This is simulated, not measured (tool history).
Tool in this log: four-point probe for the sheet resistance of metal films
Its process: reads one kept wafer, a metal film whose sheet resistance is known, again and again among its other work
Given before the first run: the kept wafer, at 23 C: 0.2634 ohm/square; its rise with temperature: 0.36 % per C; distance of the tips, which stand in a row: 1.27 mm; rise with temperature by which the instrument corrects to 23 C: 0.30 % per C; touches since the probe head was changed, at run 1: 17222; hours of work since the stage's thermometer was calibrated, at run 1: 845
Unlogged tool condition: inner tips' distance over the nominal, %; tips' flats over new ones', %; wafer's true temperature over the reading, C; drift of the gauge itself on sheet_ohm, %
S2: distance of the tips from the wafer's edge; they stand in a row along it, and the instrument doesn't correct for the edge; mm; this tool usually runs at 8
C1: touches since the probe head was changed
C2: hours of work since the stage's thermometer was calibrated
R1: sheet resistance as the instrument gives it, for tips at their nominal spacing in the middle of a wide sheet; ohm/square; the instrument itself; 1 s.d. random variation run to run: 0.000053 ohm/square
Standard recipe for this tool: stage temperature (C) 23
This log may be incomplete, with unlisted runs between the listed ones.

run 1 day=0.000 | stage_temperature_(C)=23 S2=8 | C1=17222 C2=845 | R1=0.267678
run 2 day=2.042 | stage_temperature_(C)=24 S2=8 | C1=17867 C2=865 | R1=0.267968
run 3 day=4.446 | stage_temperature_(C)=24 S2=8 | C1=18626 C2=890 | R1=0.267861
run 4 day=6.529 | stage_temperature_(C)=29 S2=8 | C1=19283 C2=911 | R1=0.268668
run 5 day=8.100 | stage_temperature_(C)=29 S2=8 | C1=19780 C2=927 | R1=0.268648
run 6 day=10.104 | stage_temperature_(C)=29 S2=8 | C1=20413 C2=948 | R1=0.268635
run 7 day=12.533 | stage_temperature_(C)=29 S2=8 | C1=21181 C2=973 | R1=0.268732
run 8 day=14.925 | stage_temperature_(C)=29 S2=8 | C1=21935 C2=997 | R1=0.268700
run 9 day=16.892 | stage_temperature_(C)=29 S2=8 | C1=22557 C2=1017 | R1=0.268760
run 10 day=19.467 | stage_temperature_(C)=29 S2=8 | C1=23370 C2=1044 | R1=0.268871
run 11 day=21.250 | stage_temperature_(C)=29 S2=8 | C1=23933 C2=1062 | R1=0.268851
run 12 day=22.512 | stage_temperature_(C)=29 S2=10 | C1=24331 C2=1075 | R1=0.267594
run 13 day=25.079 | stage_temperature_(C)=29 S2=10 | C1=25142 C2=1101 | R1=0.267485
-- day=25.346 stage's thermometer calibrated
run 14 day=27.896 | stage_temperature_(C)=29 S2=10 | C1=26025 C2=26 | R1=0.267866
run 15 day=30.146 | stage_temperature_(C)=29 S2=10 | C1=26735 C2=49 | R1=0.267906
run 16 day=31.604 | stage_temperature_(C)=29 S2=10 | C1=27196 C2=64 | R1=0.267887
run 17 day=33.762 | stage_temperature_(C)=29 S2=27 | C1=27877 C2=86 | R1=0.265963
run 18 day=36.371 | stage_temperature_(C)=22 S2=8 | C1=28701 C2=113 | R1=0.268245
run 19 day=38.417 | stage_temperature_(C)=23 S2=15 | C1=29347 C2=134 | R1=0.265953
-- day=40.588 stage's thermometer calibrated, once more
run 20 day=40.638 | stage_temperature_(C)=23 S2=15 | C1=30042 C2=1 | R1=0.265489
run 21 day=42.642 | stage_temperature_(C)=22 S2=15 | C1=30675 C2=21 | R1=0.265194
run 22 day=45.117 | stage_temperature_(C)=27 S2=8 | C1=31456 C2=46 | R1=0.268586
run 23 day=46.662 | stage_temperature_(C)=33 S2=10 | C1=31945 C2=62 | R1=0.268155
run 24 day=48.954 | stage_temperature_(C)=28 S2=12 | C1=32668 C2=86 | R1=0.266810
run 25 day=51.742 | stage_temperature_(C)=28 S2=12 | C1=33549 C2=114 | R1=0.266841
run 26 day=54.508 | stage_temperature_(C)=28 S2=13 | C1=34422 C2=142 | R1=0.266719
run 27 day=56.550 | stage_temperature_(C)=28 S2=33 | C1=35067 C2=163 | R1=0.265437
run 28 day=58.504 | stage_temperature_(C)=27 S2=14 | C1=35684 C2=183 | R1=0.266427
run 29 day=61.104 | stage_temperature_(C)=27 S2=68 | C1=36505 C2=210 | R1=0.265369

Run 30 has not been measured yet. What should we expect?
run 30 day=63.708 | stage_temperature_(C)=27 S2=6 | C1=37327 C2=236 | R1=?

Run 30 yielded R1 0.271494 ohm/square.
With no hidden state in the tool, this same run would have given R1 0.270144 ohm/square.
